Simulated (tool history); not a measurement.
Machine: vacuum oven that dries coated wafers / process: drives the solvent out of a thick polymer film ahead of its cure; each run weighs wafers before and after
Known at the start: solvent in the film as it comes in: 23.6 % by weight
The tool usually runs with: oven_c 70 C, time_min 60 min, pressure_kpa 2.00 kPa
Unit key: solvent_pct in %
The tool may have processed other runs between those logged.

{"run": 1, "hour": 0.0, "oven_c": 70, "time_min": 60, "pressure_kpa": 2.0, "solvent_pct": 1.512}
{"run": 2, "hour": 22.9, "oven_c": 70, "time_min": 60, "pressure_kpa": 2.0, "solvent_pct": 1.499}
{"run": 3, "hour": 49.0, "oven_c": 70, "time_min": 60, "pressure_kpa": 2.0, "solvent_pct": 1.507}
{"run": 4, "hour": 69.5, "oven_c": 70, "time_min": 41, "pressure_kpa": 2.0, "solvent_pct": 2.848}
{"run": 5, "hour": 116.4, "oven_c": 70, "time_min": 41, "pressure_kpa": 2.0, "solvent_pct": 2.819}
{"run": 6, "hour": 150.1, "oven_c": 70, "time_min": 41, "pressure_kpa": 2.0, "solvent_pct": 2.817}
{"run": 7, "hour": 195.3, "oven_c": 70, "time_min": 62, "pressure_kpa": 2.0, "solvent_pct": 1.42}
{"run": 8, "hour": 236.2, "oven_c": 70, "time_min": 62, "pressure_kpa": 2.0, "solvent_pct": 1.43}
{"run": 9, "hour": 261.7, "oven_c": 70, "time_min": 62, "pressure_kpa": 2.0, "solvent_pct": 1.422}
{"run": 10, "hour": 293.0, "oven_c": 70, "time_min": 62, "pressure_kpa": 2.0, "solvent_pct": 1.42}
{"run": 11, "hour": 329.0, "oven_c": 70, "time_min": 62, "pressure_kpa": 2.0, "solvent_pct": 1.415}
{"run": 12, "hour": 352.9, "oven_c": 70, "time_min": 62, "pressure_kpa": 2.0, "solvent_pct": 1.414}
{"run": 13, "hour": 378.4, "oven_c": 70, "time_min": 60, "pressure_kpa": 2.0, "solvent_pct": 1.506}
{"run": 14, "hour": 400.8, "oven_c": 70, "time_min": 60, "pressure_kpa": 2.0, "solvent_pct": 1.491}
{"run": 15, "hour": 439.0, "oven_c": 70, "time_min": 60, "pressure_kpa": 2.0, "solvent_pct": 1.48}
{"run": 16, "hour": 459.6, "oven_c": 70, "time_min": 60, "pressure_kpa": 1.63, "solvent_pct": 1.364}
{"run": 17, "hour": 497.5, "oven_c": 70, "time_min": 60, "pressure_kpa": 1.23, "solvent_pct": 1.219}
{"run": 18, "hour": 544.4, "oven_c": 70, "time_min": 84, "pressure_kpa": 2.0, "solvent_pct": 0.956}
{"run": 19, "hour": 584.1, "oven_c": 70, "time_min": 84, "pressure_kpa": 2.0, "solvent_pct": 0.965}
{"run": 20, "hour": 627.0, "oven_c": 70, "time_min": 84, "pressure_kpa": 2.85, "solvent_pct": 1.282}
{"run": 21, "hour": 649.6, "oven_c": 70, "time_min": 84, "pressure_kpa": 2.85, "solvent_pct": 1.283}
{"run": 22, "hour": 683.6, "oven_c": 70, "time_min": 60, "pressure_kpa": 1.11, "solvent_pct": 1.173}
{"run": 23, "hour": 707.1, "oven_c": 70, "time_min": 60, "pressure_kpa": 1.11, "solvent_pct": 1.17}
{"run": 24, "hour": 732.1, "oven_c": 70, "time_min": 60, "pressure_kpa": 2.0, "solvent_pct": 1.493}
{"run": 25, "hour": 752.9, "oven_c": 70, "time_min": 101, "pressure_kpa": 2.38, "solvent_pct": 0.972}
{"run": 26, "hour": 788.6, "oven_c": 66, "time_min": 60, "pressure_kpa": 2.41, "solvent_pct": 2.852}
{"run": 27, "hour": 818.4, "oven_c": 66, "time_min": 60, "pressure_kpa": 2.41, "solvent_pct": 2.829}
{"run": 28, "hour": 838.9, "oven_c": 85, "time_min": 38, "pressure_kpa": 1.46, "solvent_pct": 0.331}
{"run": 29, "hour": 874.5, "oven_c": 85, "time_min": 38, "pressure_kpa": 1.46, "solvent_pct": 0.324}
{"run": 30, "hour": 910.8, "oven_c": 85, "time_min": 38, "pressure_kpa": 1.46, "solvent_pct": 0.319}
{"run": 31, "hour": 944.7, "oven_c": 68, "time_min": 58, "pressure_kpa": 5.78, "solvent_pct": 3.577}
{"run": 32, "hour": 973.2, "oven_c": 56, "time_min": 60, "pressure_kpa": 1.79, "solvent_pct": 7.777}
{"run": 33, "hour": 1011.9, "oven_c": 56, "time_min": 60, "pressure_kpa": 1.79, "solvent_pct": 7.771}
{"run": 34, "hour": 1055.3, "oven_c": 56, "time_min": 60, "pressure_kpa": 1.79, "solvent_pct": 7.749}
{"run": 35, "hour": 1085.0, "oven_c": 80, "time_min": 46, "pressure_kpa": 4.38, "solvent_pct": 1.198}
{"run": 36, "hour": 1112.6, "oven_c": 80, "time_min": 46, "pressure_kpa": 4.38, "solvent_pct": 1.164}
{"run": 37, "hour": 1157.4, "oven_c": 83, "time_min": 65, "pressure_kpa": 4.18, "solvent_pct": 0.932}
{"run": 38, "hour": 1202.2, "oven_c": 66, "time_min": 67, "pressure_kpa": 4.13, "solvent_pct": 3.171}
{"hour": 1228.2, "done": "oven's thermocouples calibrated"}
{"run": 39, "hour": 1240.0, "oven_c": 66, "time_min": 67, "pressure_kpa": 1.12, "solvent_pct": 1.888}
{"run": 40, "hour": 1268.6, "oven_c": 76, "time_min": 77, "pressure_kpa": 1.12, "solvent_pct": 0.368}
{"run": 41, "hour": 1287.7, "oven_c": 76, "time_min": 77, "pressure_kpa": 1.12, "solvent_pct": 0.362}
{"run": 42, "hour": 1312.6, "oven_c": 64, "time_min": 48, "pressure_kpa": 1.31, "solvent_pct": 4.44}
{"run": 43, "hour": 1347.5, "oven_c": 76, "time_min": 50, "pressure_kpa": 7.83, "solvent_pct": 2.528}
{"run": 44, "hour": 1386.9, "oven_c": 71, "time_min": 60, "pressure_kpa": 3.04, "solvent_pct": 1.66}
{"run": 45, "hour": 1412.7, "oven_c": 71, "time_min": 60, "pressure_kpa": 3.04, "solvent_pct": 1.682}
{"run": 46, "hour": 1455.1, "oven_c": 71, "time_min": 60, "pressure_kpa": 3.04, "solvent_pct": 1.681}
{"run": 47, "hour": 1501.8, "oven_c": 58, "time_min": 46, "pressure_kpa": 1.84, "solvent_pct": 8.377}

Forecast each of these 4 alternatives for the next run:
{"run": "A", "hour": 1537.6, "oven_c": 58, "time_min": 46, "pressure_kpa": 2.68, "solvent_pct": "?"}
{"run": "B", "hour": 1537.6, "oven_c": 84, "time_min": 98, "pressure_kpa": 1.86, "solvent_pct": "?"}
{"run": "C", "hour": 1537.6, "oven_c": 80, "time_min": 51, "pressure_kpa": 2.0, "solvent_pct": "?"}
{"run": "D", "hour": 1537.6, "oven_c": 71, "time_min": 35, "pressure_kpa": 7.72, "solvent_pct": "?"}

run=A solvent_pct=8.712
run=B solvent_pct=0.396
run=C solvent_pct=0.555
run=D solvent_pct=5.005
Without the tool's unlogged condition, the same runs would have read:
run=A solvent_pct=8.710
run=B solvent_pct=0.395
run=C solvent_pct=0.553
run=D solvent_pct=5.004

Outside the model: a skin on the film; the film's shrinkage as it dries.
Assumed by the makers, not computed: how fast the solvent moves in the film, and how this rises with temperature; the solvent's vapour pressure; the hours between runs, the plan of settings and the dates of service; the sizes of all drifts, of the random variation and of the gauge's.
